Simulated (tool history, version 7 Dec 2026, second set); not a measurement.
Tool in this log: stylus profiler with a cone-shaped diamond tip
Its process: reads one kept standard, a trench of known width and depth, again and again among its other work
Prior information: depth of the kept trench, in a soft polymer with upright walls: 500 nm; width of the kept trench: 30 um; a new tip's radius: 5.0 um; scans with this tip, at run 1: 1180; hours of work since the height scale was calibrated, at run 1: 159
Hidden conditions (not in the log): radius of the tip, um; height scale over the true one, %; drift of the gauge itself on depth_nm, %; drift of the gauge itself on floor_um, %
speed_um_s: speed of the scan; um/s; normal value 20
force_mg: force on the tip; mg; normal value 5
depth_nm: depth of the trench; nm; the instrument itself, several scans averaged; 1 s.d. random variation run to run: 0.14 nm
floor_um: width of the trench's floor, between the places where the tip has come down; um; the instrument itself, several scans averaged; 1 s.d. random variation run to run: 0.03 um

| run | hour | speed_um_s | force_mg | scans with this tip | hours of work since the height scale was calibrated | depth_nm | floor_um |
|---|---|---|---|---|---|---|---|
| 1 | 0 | 20 | 5 | 1180 | 159 | 508.73 | 25.26 |
| 2 | 25.7 | 20 | 5 | 1306 | 176 | 508.95 | 25.28 |
| 3 | 42.2 | 20 | 5 | 1388 | 188 | 508.69 | 25.23 |
| 4 | 63.9 | 20 | 5 | 1495 | 202 | 508.87 | 25.2 |
| 5 | 82.2 | 20 | 5 | 1585 | 214 | 509.02 | 25.29 |
| 6 | 98.7 | 20 | 5 | 1667 | 225 | 508.91 | 25.24 |
| 7 | 112.5 | 20 | 5 | 1734 | 234 | 508.85 | 25.22 |
| 8 | 134.8 | 37 | 5 | 1844 | 249 | 509.1 | 25.09 |
| 9 | 151.2 | 20 | 5 | 1925 | 260 | 508.69 | 25.15 |
| 10 | 178.2 | 32 | 5 | 2058 | 278 | 509.21 | 25.05 |
| 11 | 196.9 | 32 | 5 | 2151 | 291 | 508.93 | 25.04 |
| 12 | 224.1 | 32 | 5 | 2285 | 309 | 509.11 | 25.03 |
| 13 | 243.4 | 32 | 5 | 2380 | 322 | 509.13 | 25.02 |
| 14 | 268.4 | 8 | 5 | 2503 | 338 | 509.25 | 25.04 |
| 15 | 293.3 | 8 | 5 | 2626 | 355 | 509.14 | 25.03 |
| 16 | 305.5 | 8 | 5 | 2686 | 363 | 508.96 | 25 |
| 17 | 321.4 | 8 | 5 | 2764 | 373 | 509.52 | 25.02 |
| 18 | 341.2 | 8 | 5 | 2862 | 387 | 509.13 | 24.95 |
| 19 | 361.4 | 66 | 6.19 | 2962 | 400 | 510.61 | 24.87 |
| 20 | 384.2 | 5 | 4.97 | 3074 | 415 | 509.54 | 24.99 |
| 21 | 403 | 12 | 3.1 | 3167 | 428 | 507.12 | 24.88 |
| 22 | 416 | 5 | 7.81 | 3231 | 437 | 512.38 | 24.95 |
| 23 | 443.4 | 29 | 5 | 3366 | 455 | 509.39 | 24.83 |
| 24 | 466.6 | 39 | 5 | 3480 | 470 | 509.29 | 24.76 |
| 25 | 492.2 | 39 | 5 | 3607 | 487 | 509.53 | 24.75 |
| 26 | 509.5 | 32 | 1.8 | 3692 | 499 | 505.6 | 24.68 |
| 27 | 535.3 | 6 | 9.08 | 3819 | 516 | 513.75 | 24.79 |
| 28 | 561.9 | 6 | 9.08 | 3950 | 534 | 513.65 | 24.83 |
| 29 | 580.4 | 20 | 4.15 | 4041 | 546 | 508.72 | 24.77 |
| 30 | 592.2 | 20 | 4.15 | 4099 | 554 | 508.66 | 24.73 |
| 31 | 619.2 | 6 | 6.64 | 4233 | 572 | 511.47 | 24.74 |
| 32 | 638.7 | 75 | 5 | 4329 | 585 | 509.89 | 24.56 |
| 33 | 657.3 | 10 | 5.85 | 4420 | 597 | 510.77 | 24.71 |
| 34 | 680.6 | 8 | 10.2 | 4535 | 613 | 515.05 | 24.63 |
| 35 | 701.5 | 8 | 10.2 | 4639 | 627 | 515.09 | 24.67 |
| 36 | 716.1 | 60 | 2.1 | 4711 | 637 | 506.23 | 24.45 |

Measured result minus the same run's result without the hidden state. Both carry the same run-to-run variation, though not necessarily the same gauge scatter:
| run | depth_nm | floor_um |
|---|---|---|
| 1 | +0.54 | -0.31 |
| 2 | +0.58 | -0.33 |
| 3 | +0.61 | -0.35 |
| 4 | +0.65 | -0.38 |
| 5 | +0.67 | -0.39 |
| 6 | +0.7 | -0.41 |
| 7 | +0.72 | -0.41 |
| 8 | +0.76 | -0.45 |
| 9 | +0.79 | -0.46 |
| 10 | +0.84 | -0.48 |
| 11 | +0.87 | -0.5 |
| 12 | +0.91 | -0.53 |
| 13 | +0.94 | -0.56 |
| 14 | +0.98 | -0.58 |
| 15 | +1.03 | -0.6 |
| 16 | +1.05 | -0.62 |
| 17 | +1.07 | -0.63 |
| 18 | +1.1 | -0.65 |
| 19 | +1.13 | -0.66 |
| 20 | +1.17 | -0.68 |
| 21 | +1.2 | -0.7 |
| 22 | +1.23 | -0.72 |
| 23 | +1.27 | -0.73 |
| 24 | +1.31 | -0.76 |
| 25 | +1.36 | -0.78 |
| 26 | +1.37 | -0.8 |
| 27 | +1.44 | -0.82 |
| 28 | +1.49 | -0.84 |
| 29 | +1.5 | -0.85 |
| 30 | +1.52 | -0.87 |
| 31 | +1.57 | -0.9 |
| 32 | +1.61 | -0.91 |
| 33 | +1.63 | -0.93 |
| 34 | +1.69 | -0.95 |
| 35 | +1.72 | -0.97 |
| 36 | +1.72 | -0.98 |

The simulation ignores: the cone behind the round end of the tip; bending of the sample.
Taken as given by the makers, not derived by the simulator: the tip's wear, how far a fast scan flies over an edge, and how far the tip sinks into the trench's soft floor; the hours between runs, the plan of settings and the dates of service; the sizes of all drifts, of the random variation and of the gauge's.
